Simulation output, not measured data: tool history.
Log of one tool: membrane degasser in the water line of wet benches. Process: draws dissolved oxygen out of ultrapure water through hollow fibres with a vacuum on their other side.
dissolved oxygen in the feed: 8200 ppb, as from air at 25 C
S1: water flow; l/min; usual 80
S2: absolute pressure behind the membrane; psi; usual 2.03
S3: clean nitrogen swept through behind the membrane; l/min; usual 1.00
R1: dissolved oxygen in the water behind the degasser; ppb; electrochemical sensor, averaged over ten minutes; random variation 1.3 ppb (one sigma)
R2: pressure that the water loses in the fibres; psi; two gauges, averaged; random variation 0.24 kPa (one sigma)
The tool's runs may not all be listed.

run	hour	S1	S2	S3	R1	R2
1	0.0	80	2.03	1.00	1302.4	8.818
2	74.8	80	2.03	1.00	1305.3	8.847
3	142.2	80	2.03	1.00	1304.0	8.869
4	251.3	80	2.03	1.00	1302.3	8.855
5	353.1	80	2.03	1.00	1302.9	8.815
6	448.8	80	2.03	1.00	1303.0	8.823
7	564.1	80	2.03	1.00	1305.4	8.869
8	633.4	80	2.03	1.42	1043.7	8.895
9	765.4	80	2.03	1.42	1044.2	8.781
10	924.5	80	1.28	1.42	582.4	8.778
11	1013.0	80	2.03	1.00	1305.8	8.881
12	1136.7	80	2.03	1.00	1304.8	8.840
13	1271.8	80	2.03	1.14	1203.5	8.902
14	1418.6	121	1.67	0.60	1703.0	13.386
15	1517.8	121	1.67	0.60	1703.2	13.416
16	1588.7	121	1.67	2.62	749.1	13.396
17	1736.6	121	3.45	0.47	3824.7	13.419
18	1845.8	63	1.23	1.30	491.6	7.023
19	1930.4	125	2.02	0.61	2126.0	13.931
20	2011.5	87	2.02	1.59	1022.5	9.757
21	2142.8	80	2.83	1.00	1848.6	8.892

5 ways to go on from here, each from the tool as it stands after run 21. What would each give?
A	2293.5	121	2.03	0.70	?	?
B	2293.5	61	1.36	0.63	?	?
C	2293.5	51	2.60	1.23	?	?
D	2293.5	76	2.03	1.00	?	?
E	2293.5	125	2.54	1.58	?	?

run	R1	R2
A	1989.1	13.465
B	886.6	6.767
C	1094.6	5.619
D	1264.3	8.411
E	1669.8	13.847
Without the tool's hidden state the same runs would have given:
run	R1	R2
A	1989.1	13.265
B	885.7	6.666
C	1091.9	5.535
D	1262.6	8.285
E	1666.3	13.641
